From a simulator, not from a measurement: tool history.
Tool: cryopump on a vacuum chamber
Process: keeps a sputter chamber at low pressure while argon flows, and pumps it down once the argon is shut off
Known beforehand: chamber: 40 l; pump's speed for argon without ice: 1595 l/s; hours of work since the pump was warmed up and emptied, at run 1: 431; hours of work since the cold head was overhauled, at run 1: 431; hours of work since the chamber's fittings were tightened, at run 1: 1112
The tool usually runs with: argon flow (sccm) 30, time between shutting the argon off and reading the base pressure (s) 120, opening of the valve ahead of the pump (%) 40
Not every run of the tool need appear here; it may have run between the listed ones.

run,hour,argon flow (sccm),time between shutting the argon off and reading the base pressure (s),opening of the valve ahead of the pump (%),hours of work since the pump was warmed up and emptied,hours of work since the cold head was overhauled,hours of work since the chamber's fittings were tightened,pressure while argon flows (Pa),pressure after the wait (uPa)
1,0.0,30,120,40,431,431,1112,0.0933,0.97
2,22.7,30,70,40,440,440,1121,0.0933,1.19
3,50.4,30,70,45,451,451,1132,0.0849,1.22
4,72.2,30,70,45,460,460,1141,0.0849,1.24
5,91.6,30,70,45,468,468,1149,0.0864,1.16
6,119.9,46,70,30,479,479,1160,0.1862,1.24
7,148.9,53,120,40,491,491,1172,0.1691,0.97
# hour 175.0: pump warmed up, emptied and cooled again
8,186.4,31,86,19,5,504,1185,0.1728,0.88
9,208.9,37,70,21,14,513,1194,0.1869,1.06
10,224.9,30,47,36,20,519,1200,0.0887,1.31

Below are 5 alternative next runs, each starting from the tool's condition after run 10. Predict each:
A,250.7,39,120,33,30,530,1211,?,?
B,250.7,30,47,43,30,530,1211,?,?
C,250.7,39,109,36,30,530,1211,?,?
D,250.7,23,293,27,30,530,1211,?,?
E,250.7,25,145,36,30,530,1211,?,?

run,pressure while argon flows (Pa),pressure after the wait (uPa)
A,0.1264,0.76
B,0.0752,1.29
C,0.1153,0.86
D,0.0906,0.60
E,0.0741,0.73
Stripped of hidden state, with their random variation kept, the same runs would have yielded:
run,pressure while argon flows (Pa),pressure after the wait (uPa)
A,0.1252,0.50
B,0.0744,1.02
C,0.1142,0.58
D,0.0899,0.33
E,0.0733,0.45

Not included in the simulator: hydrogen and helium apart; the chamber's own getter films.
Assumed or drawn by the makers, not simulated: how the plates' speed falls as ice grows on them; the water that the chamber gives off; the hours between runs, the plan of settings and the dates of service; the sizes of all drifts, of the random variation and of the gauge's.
